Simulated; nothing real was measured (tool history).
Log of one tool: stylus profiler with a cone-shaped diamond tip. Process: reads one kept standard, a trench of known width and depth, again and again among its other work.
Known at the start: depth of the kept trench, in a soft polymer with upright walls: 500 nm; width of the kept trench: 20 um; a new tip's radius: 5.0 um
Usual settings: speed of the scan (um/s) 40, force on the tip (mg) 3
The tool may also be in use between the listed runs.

run     day  speed of the scan (um/s)  force on the tip (mg)  depth of the trench (nm)  width of the trench's floor (nm)
  1       0                        40                      3                    508.11                             15490
  2   2.762                        40                   1.51                    505.24                             15440
  3   4.379                        40                      3                    507.95                             15510
  4   6.458                        40                   2.31                    506.82                             15440
  5     7.7                        40                   2.31                    506.85                             15490
  6    9.25                        40                   5.38                    511.95                             15550
  7  11.521                        40                   5.38                    512.06                             15480
  8  13.888                        40                   5.38                    512.19                             15450
  9  15.696                        28                      3                    508.28                             15550
 10  17.792                        28                      3                     507.9                             15530
 11  19.154                        28                      3                    508.36                             15570
 12  21.071                        40                      3                    508.17                             15470
 13  23.358                        40                   2.66                    507.19                             15420
 14  25.604                        40                   2.66                    507.45                             15470
 15  26.988                        92                   2.08                    506.28                             15150
 16  29.796                        92                   2.08                    506.28                             15240
 17  32.362                        40                   6.48                    513.42                             15520
 18   34.15                        40                   6.48                    513.54                             15510
 19  35.862                        50                   1.02                    503.92                             15310

Forecast run 20:
     36.067  -- height scale calibrated on a step standard
 20  37.758                        12                   4.52                         ?                                 ?

{"run 20": {"depth of the trench (nm)": 511, "width of the trench's floor (nm)": 15580}}
Without the tool's hidden state the same run would have given depth of the trench (nm) 511, width of the trench's floor (nm) 15600.
